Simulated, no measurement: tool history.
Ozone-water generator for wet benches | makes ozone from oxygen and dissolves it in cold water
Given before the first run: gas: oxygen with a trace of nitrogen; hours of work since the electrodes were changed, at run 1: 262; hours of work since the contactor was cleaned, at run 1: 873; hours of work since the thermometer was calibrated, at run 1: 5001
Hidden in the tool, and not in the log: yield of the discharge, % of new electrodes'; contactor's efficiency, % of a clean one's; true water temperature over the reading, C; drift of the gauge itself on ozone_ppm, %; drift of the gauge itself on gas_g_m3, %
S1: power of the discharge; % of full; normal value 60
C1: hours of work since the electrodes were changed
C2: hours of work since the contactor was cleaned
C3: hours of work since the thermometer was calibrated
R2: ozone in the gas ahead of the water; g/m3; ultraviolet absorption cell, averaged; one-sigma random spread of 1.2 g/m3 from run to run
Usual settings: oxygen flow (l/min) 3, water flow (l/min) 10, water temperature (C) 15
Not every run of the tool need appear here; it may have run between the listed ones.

{"run": 1, "hour": 0.0, "S1": 60, "oxygen flow (l/min)": 3, "water flow (l/min)": 10, "water temperature (C)": 15, "C1": 262, "C2": 873, "C3": 5001, "dissolved ozone (ppm)": 26.9, "R2": 225.3}
{"run": 2, "hour": 21.6, "S1": 60, "oxygen flow (l/min)": 3, "water flow (l/min)": 10, "water temperature (C)": 15, "C1": 278, "C2": 890, "C3": 5018, "dissolved ozone (ppm)": 26.9, "R2": 225.3}
{"run": 3, "hour": 54.8, "S1": 60, "oxygen flow (l/min)": 3, "water flow (l/min)": 10, "water temperature (C)": 15, "C1": 303, "C2": 915, "C3": 5043, "dissolved ozone (ppm)": 27.1, "R2": 227.5}
{"run": 4, "hour": 102.1, "S1": 60, "oxygen flow (l/min)": 3, "water flow (l/min)": 10, "water temperature (C)": 15, "C1": 339, "C2": 951, "C3": 5078, "dissolved ozone (ppm)": 27.1, "R2": 223.5}
{"run": 5, "hour": 142.1, "S1": 60, "oxygen flow (l/min)": 3, "water flow (l/min)": 10, "water temperature (C)": 15, "C1": 369, "C2": 981, "C3": 5109, "dissolved ozone (ppm)": 27.4, "R2": 224.1}
{"run": 6, "hour": 177.5, "S1": 60, "oxygen flow (l/min)": 3, "water flow (l/min)": 10, "water temperature (C)": 15, "C1": 396, "C2": 1007, "C3": 5135, "dissolved ozone (ppm)": 26.8, "R2": 226.8}
{"run": 7, "hour": 200.0, "S1": 60, "oxygen flow (l/min)": 3, "water flow (l/min)": 10, "water temperature (C)": 15, "C1": 413, "C2": 1024, "C3": 5152, "dissolved ozone (ppm)": 27, "R2": 225.4}
{"run": 8, "hour": 238.9, "S1": 60, "oxygen flow (l/min)": 3, "water flow (l/min)": 10, "water temperature (C)": 15, "C1": 442, "C2": 1054, "C3": 5182, "dissolved ozone (ppm)": 27, "R2": 225.5}
{"run": 9, "hour": 273.6, "S1": 74, "oxygen flow (l/min)": 3, "water flow (l/min)": 10, "water temperature (C)": 15, "C1": 468, "C2": 1080, "C3": 5208, "dissolved ozone (ppm)": 32.3, "R2": 275.6}
{"run": 10, "hour": 316.0, "S1": 74, "oxygen flow (l/min)": 3, "water flow (l/min)": 10, "water temperature (C)": 15, "C1": 501, "C2": 1112, "C3": 5240, "dissolved ozone (ppm)": 32.8, "R2": 274.9}
{"run": 11, "hour": 346.9, "S1": 60, "oxygen flow (l/min)": 1.83, "water flow (l/min)": 10, "water temperature (C)": 15, "C1": 524, "C2": 1135, "C3": 5263, "dissolved ozone (ppm)": 26.7, "R2": 302.3}
{"run": 12, "hour": 389.2, "S1": 60, "oxygen flow (l/min)": 1.83, "water flow (l/min)": 10, "water temperature (C)": 7, "C1": 556, "C2": 1167, "C3": 5295, "dissolved ozone (ppm)": 29.3, "R2": 304.9}
{"run": 13, "hour": 431.0, "S1": 60, "oxygen flow (l/min)": 1.83, "water flow (l/min)": 10, "water temperature (C)": 14, "C1": 587, "C2": 1199, "C3": 5327, "dissolved ozone (ppm)": 27.4, "R2": 305.9}
{"run": 14, "hour": 472.9, "S1": 60, "oxygen flow (l/min)": 1.83, "water flow (l/min)": 10, "water temperature (C)": 14, "C1": 619, "C2": 1230, "C3": 5358, "dissolved ozone (ppm)": 27.3, "R2": 308.4}
{"run": 15, "hour": 518.2, "S1": 60, "oxygen flow (l/min)": 1.83, "water flow (l/min)": 10, "water temperature (C)": 14, "C1": 653, "C2": 1265, "C3": 5393, "dissolved ozone (ppm)": 27, "R2": 306.5}
{"run": 16, "hour": 554.0, "S1": 60, "oxygen flow (l/min)": 2.03, "water flow (l/min)": 12, "water temperature (C)": 8, "C1": 680, "C2": 1292, "C3": 5420, "dissolved ozone (ppm)": 25.2, "R2": 291}
{"run": 17, "hour": 597.1, "S1": 60, "oxygen flow (l/min)": 2.03, "water flow (l/min)": 12, "water temperature (C)": 8, "C1": 713, "C2": 1324, "C3": 5452, "dissolved ozone (ppm)": 25.1, "R2": 290.7}
{"run": 18, "hour": 629.8, "S1": 60, "oxygen flow (l/min)": 2.03, "water flow (l/min)": 12, "water temperature (C)": 8, "C1": 737, "C2": 1349, "C3": 5477, "dissolved ozone (ppm)": 24.8, "R2": 289.1}
{"hour": 649.0, "done": "water thermometer calibrated"}
{"run": 19, "hour": 667.7, "S1": 60, "oxygen flow (l/min)": 2.03, "water flow (l/min)": 12, "water temperature (C)": 8, "C1": 766, "C2": 1377, "C3": 14, "dissolved ozone (ppm)": 24.8, "R2": 291}
{"run": 20, "hour": 716.9, "S1": 96, "oxygen flow (l/min)": 5.08, "water flow (l/min)": 15, "water temperature (C)": 15, "C1": 803, "C2": 1414, "C3": 51, "dissolved ozone (ppm)": 30.4, "R2": 261.6}
{"hour": 730.3, "done": "gauge calibrated"}
{"run": 21, "hour": 738.4, "S1": 60, "oxygen flow (l/min)": 2.67, "water flow (l/min)": 10, "water temperature (C)": 15, "C1": 819, "C2": 1431, "C3": 68, "dissolved ozone (ppm)": 26.9, "R2": 240.1}
{"run": 22, "hour": 774.5, "S1": 60, "oxygen flow (l/min)": 2.67, "water flow (l/min)": 10, "water temperature (C)": 15, "C1": 846, "C2": 1458, "C3": 95, "dissolved ozone (ppm)": 27.1, "R2": 242.2}
{"run": 23, "hour": 820.8, "S1": 60, "oxygen flow (l/min)": 2.67, "water flow (l/min)": 10, "water temperature (C)": 15, "C1": 881, "C2": 1493, "C3": 130, "dissolved ozone (ppm)": 27.5, "R2": 239.3}
{"run": 24, "hour": 869.3, "S1": 60, "oxygen flow (l/min)": 2.67, "water flow (l/min)": 10, "water temperature (C)": 15, "C1": 918, "C2": 1529, "C3": 166, "dissolved ozone (ppm)": 26.9, "R2": 241.1}
{"run": 25, "hour": 914.8, "S1": 60, "oxygen flow (l/min)": 2.67, "water flow (l/min)": 10, "water temperature (C)": 15, "C1": 952, "C2": 1564, "C3": 201, "dissolved ozone (ppm)": 27.3, "R2": 241.6}
{"run": 26, "hour": 961.4, "S1": 60, "oxygen flow (l/min)": 2.63, "water flow (l/min)": 16, "water temperature (C)": 13, "C1": 987, "C2": 1599, "C3": 236, "dissolved ozone (ppm)": 19.2, "R2": 247.1}

Hidden state at the last listed run before each entry between runs and at the first one after, where it differs:
Logged between run 18 and run 19: water thermometer calibrated (hour 649)
  drift of the gauge itself on gas_g_m3, %: 2.49 -> 2.63
  measured minus no-state result, R2: +6.9 -> +7.4 g/m3
Logged between run 20 and run 21: gauge calibrated (hour 730.3)
  drift of the gauge itself on gas_g_m3, %: 2.83 -> 0.03
  measured minus no-state result, R2: +7.1 -> +0.1 g/m3
